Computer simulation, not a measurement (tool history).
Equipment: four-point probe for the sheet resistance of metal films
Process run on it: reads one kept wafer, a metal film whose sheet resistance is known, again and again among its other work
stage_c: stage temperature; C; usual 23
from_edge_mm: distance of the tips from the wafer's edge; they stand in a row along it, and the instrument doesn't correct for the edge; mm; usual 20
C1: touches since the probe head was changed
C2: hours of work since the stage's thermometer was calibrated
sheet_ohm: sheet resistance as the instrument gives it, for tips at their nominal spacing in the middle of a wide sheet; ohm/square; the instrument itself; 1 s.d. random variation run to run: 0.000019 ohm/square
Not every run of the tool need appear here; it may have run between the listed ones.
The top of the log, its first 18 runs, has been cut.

Run 19, day 23.933: usual settings; C1 95385; C2 1062. Result: sheet_ohm 0.093639 ohm/square.
Run 20, day 25.125: usual settings; C1 96556; C2 1080. Result: sheet_ohm 0.093573 ohm/square.
Run 21, day 26.238: usual settings but stage_c 27 C, from_edge_mm 5 mm; C1 97645; C2 1096. Result: sheet_ohm 0.094062 ohm/square.
Run 22, day 27.346: usual settings but stage_c 27 C, from_edge_mm 5 mm; C1 98730; C2 1113. Result: sheet_ohm 0.09408 ohm/square.
Run 23, day 28.421: usual settings but stage_c 19 C, from_edge_mm 14 mm; C1 99785; C2 1129. Result: sheet_ohm 0.093995 ohm/square.
Run 24, day 29.383: usual settings but stage_c 22 C, from_edge_mm 24 mm; C1 100729; C2 1144. Result: sheet_ohm 0.0937 ohm/square.
Run 25, day 30.621: usual settings but stage_c 24 C, from_edge_mm 28 mm; C1 101941; C2 1162. Result: sheet_ohm 0.093535 ohm/square.
Run 26, day 32.133: usual settings but stage_c 30 C, from_edge_mm 58 mm; C1 103423; C2 1185. Result: sheet_ohm 0.093083 ohm/square.
At day 32.233: stage's thermometer calibrated.
Run 27, day 33.221: usual settings but stage_c 20 C, from_edge_mm 13 mm; C1 104470; C2 15. Result: sheet_ohm 0.09405 ohm/square.
Run 28, day 34.442: usual settings but stage_c 20 C, from_edge_mm 13 mm; C1 105668; C2 33. Result: sheet_ohm 0.094033 ohm/square.
Run 29, day 35.912: usual settings but stage_c 26 C, from_edge_mm 4 mm; C1 107107; C2 55. Result: sheet_ohm 0.094713 ohm/square.
Run 30, day 37.146: usual settings but stage_c 26 C, from_edge_mm 4 mm; C1 108318; C2 74. Result: sheet_ohm 0.094737 ohm/square.
Run 31, day 38.675: usual settings but stage_c 34 C, from_edge_mm 52 mm; C1 109816; C2 97. Result: sheet_ohm 0.092913 ohm/square.
Run 32, day 40.375: usual settings but stage_c 19 C, from_edge_mm 5 mm; C1 111481; C2 122. Result: sheet_ohm 0.094873 ohm/square.
Run 33, day 41.175: usual settings but stage_c 19 C, from_edge_mm 5 mm; C1 112266; C2 134. Result: sheet_ohm 0.094853 ohm/square.
At day 42.383: stage's thermometer calibrated, once more.
Run 34, day 42.383: usual settings but stage_c 21 C, from_edge_mm 18 mm; C1 113429; C2 0. Result: sheet_ohm 0.093773 ohm/square.
Run 35, day 43.679: usual settings but stage_c 18 C, from_edge_mm 7 mm; C1 114702; C2 19. Result: sheet_ohm 0.094345 ohm/square.
Run 36, day 45.1: usual settings but stage_c 18 C, from_edge_mm 7 mm; C1 116092; C2 41. Result: sheet_ohm 0.094391 ohm/square.
Run 37, day 46.783: usual settings but stage_c 18 C, from_edge_mm 7 mm; C1 117744; C2 66. Result: sheet_ohm 0.094401 ohm/square.

4 options for the next run, each taken on its own from the tool as it stands now. Forecast them:
Run A, day 48.317: usual settings but stage_c 21 C, from_edge_mm 7 mm; C1 119246; C2 89. Result: sheet_ohm ?.
Run B, day 48.317: usual settings but stage_c 24 C, from_edge_mm 4 mm; C1 119246; C2 89. Result: sheet_ohm ?.
Run C, day 48.317: usual settings but from_edge_mm 42 mm; C1 119246; C2 89. Result: sheet_ohm ?.
Run D, day 48.317: usual settings but stage_c 30 C, from_edge_mm 46 mm; C1 119246; C2 89. Result: sheet_ohm ?.

run  sheet_ohm
  A   0.094159
  B   0.094785
  C   0.093593
  D   0.093065
Had the tool no hidden state, the same runs would have come out as:
run  sheet_ohm
  A    0.09347
  B   0.094092
  C   0.092908
  D   0.092383
